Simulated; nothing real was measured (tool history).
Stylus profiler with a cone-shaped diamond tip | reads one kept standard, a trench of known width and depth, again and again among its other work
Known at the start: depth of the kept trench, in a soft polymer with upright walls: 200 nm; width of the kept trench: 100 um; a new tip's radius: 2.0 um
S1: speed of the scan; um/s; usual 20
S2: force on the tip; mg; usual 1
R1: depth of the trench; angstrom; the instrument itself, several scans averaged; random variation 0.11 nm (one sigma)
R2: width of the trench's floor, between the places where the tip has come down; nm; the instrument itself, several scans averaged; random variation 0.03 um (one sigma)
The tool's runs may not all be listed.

{"run": 1, "hour": 0.0, "S1": 20, "S2": 1, "R1": 2018.3, "R2": 98060}
{"run": 2, "hour": 35.4, "S1": 20, "S2": 1, "R1": 2018.4, "R2": 98080}
{"run": 3, "hour": 60.5, "S1": 20, "S2": 0.46, "R1": 2011.6, "R2": 97980}
{"run": 4, "hour": 98.4, "S1": 29, "S2": 1, "R1": 2021.2, "R2": 97970}
{"run": 5, "hour": 125.2, "S1": 26, "S2": 1, "R1": 2019.3, "R2": 97930}
{"run": 6, "hour": 149.2, "S1": 26, "S2": 1, "R1": 2020.9, "R2": 97950}
{"run": 7, "hour": 168.8, "S1": 26, "S2": 1, "R1": 2017.8, "R2": 97960}
{"run": 8, "hour": 205.6, "S1": 20, "S2": 1, "R1": 2019.3, "R2": 98060}
{"run": 9, "hour": 226.1, "S1": 20, "S2": 1, "R1": 2019.4, "R2": 98060}
{"run": 10, "hour": 262.4, "S1": 52, "S2": 1, "R1": 2019.1, "R2": 97830}
{"run": 11, "hour": 299.4, "S1": 20, "S2": 1, "R1": 2021, "R2": 98010}
{"run": 12, "hour": 321.4, "S1": 20, "S2": 1, "R1": 2020.4, "R2": 98020}
{"run": 13, "hour": 353.2, "S1": 20, "S2": 1, "R1": 2020.8, "R2": 98020}
{"run": 14, "hour": 386.0, "S1": 20, "S2": 1, "R1": 2021.2, "R2": 98020}
{"run": 15, "hour": 405.7, "S1": 20, "S2": 2.13, "R1": 2031.4, "R2": 98080}
{"run": 16, "hour": 429.1, "S1": 20, "S2": 2.13, "R1": 2034, "R2": 98100}
{"run": 17, "hour": 452.0, "S1": 20, "S2": 1, "R1": 2020.8, "R2": 98040}
{"run": 18, "hour": 476.9, "S1": 20, "S2": 1, "R1": 2022.3, "R2": 97980}
{"hour": 480.8, "done": "height scale calibrated on a step standard"}
{"run": 19, "hour": 493.0, "S1": 20, "S2": 1, "R1": 2023.3, "R2": 98020}
{"run": 20, "hour": 515.3, "S1": 20, "S2": 1, "R1": 2024.2, "R2": 98060}
{"hour": 534.5, "done": "height scale calibrated on a step standard, once more"}
{"run": 21, "hour": 547.3, "S1": 20, "S2": 1, "R1": 2019.4, "R2": 98050}
{"run": 22, "hour": 571.3, "S1": 20, "S2": 1, "R1": 2021.6, "R2": 97990}
{"run": 23, "hour": 588.8, "S1": 27, "S2": 1, "R1": 2019.4, "R2": 97970}
{"run": 24, "hour": 616.0, "S1": 27, "S2": 1, "R1": 2019.9, "R2": 98010}
{"run": 25, "hour": 631.8, "S1": 48, "S2": 1.84, "R1": 2029.8, "R2": 97880}
{"run": 26, "hour": 655.3, "S1": 11, "S2": 1.01, "R1": 2020.1, "R2": 98060}
{"run": 27, "hour": 674.6, "S1": 11, "S2": 1.01, "R1": 2021.4, "R2": 98040}
{"run": 28, "hour": 702.4, "S1": 48, "S2": 1.47, "R1": 2024, "R2": 97850}
{"run": 29, "hour": 732.2, "S1": 7, "S2": 0.45, "R1": 2012.3, "R2": 98100}
{"run": 30, "hour": 757.3, "S1": 6, "S2": 1.66, "R1": 2028.1, "R2": 98120}
{"run": 31, "hour": 776.8, "S1": 6, "S2": 1.66, "R1": 2028.2, "R2": 98100}
{"run": 32, "hour": 792.3, "S1": 18, "S2": 0.38, "R1": 2011.6, "R2": 97930}

The next listed run, before its measurement:
{"run": 33, "hour": 825.4, "S1": 18, "S2": 0.38, "R1": "?", "R2": "?"}

Run 33 gave R1 2013 angstrom, R2 97880 nm.
Without the tool's hidden state the same run would have given R1 2010.4 angstrom, R2 97990 nm.
